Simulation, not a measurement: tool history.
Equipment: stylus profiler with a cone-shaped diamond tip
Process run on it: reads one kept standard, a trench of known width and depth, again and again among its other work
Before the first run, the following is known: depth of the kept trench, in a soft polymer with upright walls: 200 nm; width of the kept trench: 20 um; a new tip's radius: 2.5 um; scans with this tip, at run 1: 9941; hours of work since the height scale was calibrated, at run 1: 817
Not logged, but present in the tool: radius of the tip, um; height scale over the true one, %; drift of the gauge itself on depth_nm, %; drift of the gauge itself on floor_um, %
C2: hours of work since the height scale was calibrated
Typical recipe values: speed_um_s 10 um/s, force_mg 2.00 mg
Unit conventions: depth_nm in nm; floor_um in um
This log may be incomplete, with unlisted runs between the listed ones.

run 1 day=0.000 | speed_um_s=10 force_mg=2.00 | scans_with_this_tip=9941 C2=817 | depth_nm=202.74 floor_um=16.89
run 2 day=1.483 | speed_um_s=10 force_mg=2.00 | scans_with_this_tip=10247 C2=842 | depth_nm=202.73 floor_um=16.79
run 3 day=2.396 | speed_um_s=10 force_mg=2.00 | scans_with_this_tip=10436 C2=858 | depth_nm=202.71 floor_um=16.86
run 4 day=3.729 | speed_um_s=10 force_mg=2.00 | scans_with_this_tip=10710 C2=880 | depth_nm=202.79 floor_um=16.85
run 5 day=4.638 | speed_um_s=10 force_mg=2.00 | scans_with_this_tip=10897 C2=896 | depth_nm=202.76 floor_um=16.79
run 6 day=5.717 | speed_um_s=10 force_mg=2.00 | scans_with_this_tip=11120 C2=914 | depth_nm=202.82 floor_um=16.77
-- day=7.362 new tip fitted, height scale calibrated
run 7 day=7.362 | speed_um_s=15 force_mg=2.00 | scans_with_this_tip=0 C2=0 | depth_nm=202.25 floor_um=17.93
-- day=7.512 height scale calibrated on a step standard
run 8 day=8.738 | speed_um_s=15 force_mg=2.00 | scans_with_this_tip=279 C2=21 | depth_nm=202.35 floor_um=17.92
run 9 day=10.654 | speed_um_s=15 force_mg=2.00 | scans_with_this_tip=674 C2=53 | depth_nm=202.41 floor_um=17.88
run 10 day=12.204 | speed_um_s=15 force_mg=2.00 | scans_with_this_tip=994 C2=80 | depth_nm=202.49 floor_um=17.78
-- day=12.408 height scale calibrated on a step standard, once more
run 11 day=13.083 | speed_um_s=10 force_mg=0.94 | scans_with_this_tip=1171 C2=11 | depth_nm=201.35 floor_um=17.78
run 12 day=14.488 | speed_um_s=10 force_mg=1.45 | scans_with_this_tip=1460 C2=35 | depth_nm=201.95 floor_um=17.74
run 13 day=16.071 | speed_um_s=14 force_mg=2.34 | scans_with_this_tip=1787 C2=62 | depth_nm=202.58 floor_um=17.67
run 14 day=17.425 | speed_um_s=15 force_mg=2.00 | scans_with_this_tip=2066 C2=85 | depth_nm=202.33 floor_um=17.67
run 15 day=19.188 | speed_um_s=2 force_mg=2.12 | scans_with_this_tip=2429 C2=115 | depth_nm=202.54 floor_um=17.64
run 16 day=20.783 | speed_um_s=2 force_mg=2.12 | scans_with_this_tip=2758 C2=142 | depth_nm=202.60 floor_um=17.63
run 17 day=22.158 | speed_um_s=6 force_mg=2.57 | scans_with_this_tip=3042 C2=165 | depth_nm=202.77 floor_um=17.54
run 18 day=24.179 | speed_um_s=19 force_mg=5.57 | scans_with_this_tip=3458 C2=199 | depth_nm=204.79 floor_um=17.53
run 19 day=25.317 | speed_um_s=4 force_mg=5.76 | scans_with_this_tip=3693 C2=219 | depth_nm=204.90 floor_um=17.57
run 20 day=26.442 | speed_um_s=4 force_mg=5.76 | scans_with_this_tip=3925 C2=238 | depth_nm=204.90 floor_um=17.51
run 21 day=28.367 | speed_um_s=4 force_mg=5.76 | scans_with_this_tip=4322 C2=270 | depth_nm=204.81 floor_um=17.43
run 22 day=29.762 | speed_um_s=6 force_mg=0.81 | scans_with_this_tip=4610 C2=294 | depth_nm=201.51 floor_um=17.39
run 23 day=31.496 | speed_um_s=4 force_mg=3.13 | scans_with_this_tip=4967 C2=323 | depth_nm=203.34 floor_um=17.43

4 options for the next run, each taken on its own from the tool as it stands now. Forecast them:
run A day=33.183 | speed_um_s=4 force_mg=3.13 | scans_with_this_tip=5315 C2=352 | depth_nm=? floor_um=?
run B day=33.183 | speed_um_s=3 force_mg=2.41 | scans_with_this_tip=5315 C2=352 | depth_nm=? floor_um=?
run C day=33.183 | speed_um_s=2 force_mg=3.13 | scans_with_this_tip=5315 C2=352 | depth_nm=? floor_um=?
run D day=33.183 | speed_um_s=14 force_mg=0.78 | scans_with_this_tip=5315 C2=352 | depth_nm=? floor_um=?

run=A depth_nm=203.45 floor_um=17.36
run=B depth_nm=202.95 floor_um=17.28
run=C depth_nm=203.31 floor_um=17.33
run=D depth_nm=201.53 floor_um=17.29
What these runs would have given with no unlogged condition in the tool:
run=A depth_nm=203.15 floor_um=18.04
run=B depth_nm=202.66 floor_um=17.96
run=C depth_nm=203.02 floor_um=18.01
run=D depth_nm=201.24 floor_um=17.96
